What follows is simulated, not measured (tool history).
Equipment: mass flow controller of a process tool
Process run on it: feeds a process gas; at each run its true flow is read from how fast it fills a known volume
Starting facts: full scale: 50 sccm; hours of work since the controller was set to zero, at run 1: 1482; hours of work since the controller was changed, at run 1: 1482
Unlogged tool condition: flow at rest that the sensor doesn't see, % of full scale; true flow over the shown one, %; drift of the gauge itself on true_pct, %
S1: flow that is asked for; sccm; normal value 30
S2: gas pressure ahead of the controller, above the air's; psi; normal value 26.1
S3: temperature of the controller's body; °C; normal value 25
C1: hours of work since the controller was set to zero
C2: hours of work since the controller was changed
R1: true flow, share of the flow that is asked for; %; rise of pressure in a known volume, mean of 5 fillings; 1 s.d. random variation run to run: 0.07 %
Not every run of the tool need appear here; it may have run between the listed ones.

{"run": 1, "hour": 0.0, "S1": 30, "S2": 26.1, "S3": 25, "C1": 1482, "C2": 1482, "R1": 99.58}
{"run": 2, "hour": 139.1, "S1": 30, "S2": 26.1, "S3": 25, "C1": 1567, "C2": 1567, "R1": 99.55}
{"run": 3, "hour": 232.4, "S1": 30, "S2": 26.1, "S3": 25, "C1": 1624, "C2": 1624, "R1": 99.64}
{"run": 4, "hour": 351.4, "S1": 30, "S2": 26.1, "S3": 25, "C1": 1697, "C2": 1697, "R1": 99.87}
{"run": 5, "hour": 460.7, "S1": 35, "S2": 26.1, "S3": 25, "C1": 1763, "C2": 1763, "R1": 100.12}
{"run": 6, "hour": 625.4, "S1": 35, "S2": 26.1, "S3": 25, "C1": 1864, "C2": 1864, "R1": 100.09}
{"run": 7, "hour": 730.8, "S1": 35, "S2": 26.1, "S3": 25, "C1": 1929, "C2": 1929, "R1": 100.12}
{"run": 8, "hour": 850.2, "S1": 35, "S2": 26.1, "S3": 25, "C1": 2002, "C2": 2002, "R1": 100.11}
{"run": 9, "hour": 1044.5, "S1": 35, "S2": 26.1, "S3": 25, "C1": 2121, "C2": 2121, "R1": 100.23}
{"run": 10, "hour": 1137.1, "S1": 37, "S2": 26.1, "S3": 35, "C1": 2177, "C2": 2177, "R1": 100.81}
{"run": 11, "hour": 1310.3, "S1": 37, "S2": 26.1, "S3": 35, "C1": 2283, "C2": 2283, "R1": 100.8}
{"run": 12, "hour": 1405.3, "S1": 7, "S2": 22.8, "S3": 35, "C1": 2341, "C2": 2341, "R1": 101.22}
{"run": 13, "hour": 1585.6, "S1": 7, "S2": 22.8, "S3": 35, "C1": 2452, "C2": 2452, "R1": 101.23}
{"run": 14, "hour": 1673.9, "S1": 7, "S2": 22.8, "S3": 28, "C1": 2506, "C2": 2506, "R1": 100.98}
{"run": 15, "hour": 1779.8, "S1": 6, "S2": 29.7, "S3": 25, "C1": 2570, "C2": 2570, "R1": 101.63}
{"run": 16, "hour": 1901.1, "S1": 6, "S2": 29.7, "S3": 25, "C1": 2645, "C2": 2645, "R1": 101.84}

Selected run-to-run steps in R1, each split into two signed amounts: the part the tool would show with no hidden state at all (from settings, incoming material and random variation), and the remainder, which goes to the hidden state together with any gauge scatter not common to the measured and the hidden-state-free results:
Run 11 -> 12: S1 37 -> 7, S2 26.1 -> 22.8. R1 +0.42 %: hidden state +2.11, all else -1.69.
Run 14 -> 15: S1 7 -> 6, S2 22.8 -> 29.7, S3 28 -> 25. R1 +0.65 %: hidden state +0.55, all else +0.1.
